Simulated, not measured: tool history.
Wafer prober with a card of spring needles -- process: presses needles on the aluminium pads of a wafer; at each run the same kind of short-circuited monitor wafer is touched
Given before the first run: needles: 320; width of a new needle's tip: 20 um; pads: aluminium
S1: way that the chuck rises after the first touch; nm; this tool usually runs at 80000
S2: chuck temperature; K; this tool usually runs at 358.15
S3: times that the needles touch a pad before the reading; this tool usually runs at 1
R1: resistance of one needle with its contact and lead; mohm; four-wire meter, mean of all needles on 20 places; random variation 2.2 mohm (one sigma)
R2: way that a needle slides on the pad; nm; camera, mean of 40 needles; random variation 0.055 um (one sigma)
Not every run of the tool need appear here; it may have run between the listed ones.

run	hour	S1	S2	S3	R1	R2
1	0.0	80000	358.15	1	263	19850
2	11.1	80000	358.15	1	285	19820
# hour 17.9: tips cleaned on abrasive film
3	28.6	80000	358.15	2	263	19900
# hour 38.9: tips cleaned on abrasive film
4	42.1	80000	358.15	1	263	19810
5	52.8	80000	358.15	1	285	19740
# hour 59.0: tips cleaned on abrasive film
6	65.0	80000	358.15	1	269	19810
7	77.4	80000	358.15	2	272	19810
# hour 79.6: tips cleaned on abrasive film
8	97.1	80000	358.15	2	271	19800
# hour 101.0: tips cleaned on abrasive film
9	110.2	79000	358.15	1	282	19490
# hour 121.1: tips cleaned on abrasive film
10	128.7	96000	358.15	1	261	23670
# hour 141.5: tips cleaned on abrasive film
11	142.6	96000	358.15	1	245	23670
12	152.5	80000	332.15	1	280	19800
# hour 161.8: tips cleaned on abrasive film
13	166.9	80000	358.15	1	261	19680
# hour 183.3: tips cleaned on abrasive film
14	189.1	80000	358.15	1	264	19710
# hour 203.4: tips cleaned on abrasive film
15	210.0	80000	358.15	1	266	19650
16	221.4	80000	358.15	1	292	19580
# hour 224.5: tips cleaned on abrasive film
# hour 244.9: tips cleaned on abrasive film
17	244.9	80000	358.15	1	247	19650
18	264.5	80000	358.15	1	294	19590

Predict the results of run 19:
# hour 266.8: tips cleaned on abrasive film
19	276.8	75000	358.15	2	?	?

R1: 270 mohm
R2: 18340 nm
On a tool with no hidden condition, and with the same random variation, this run would have come out at R1 243 mohm, R2 18850 nm.
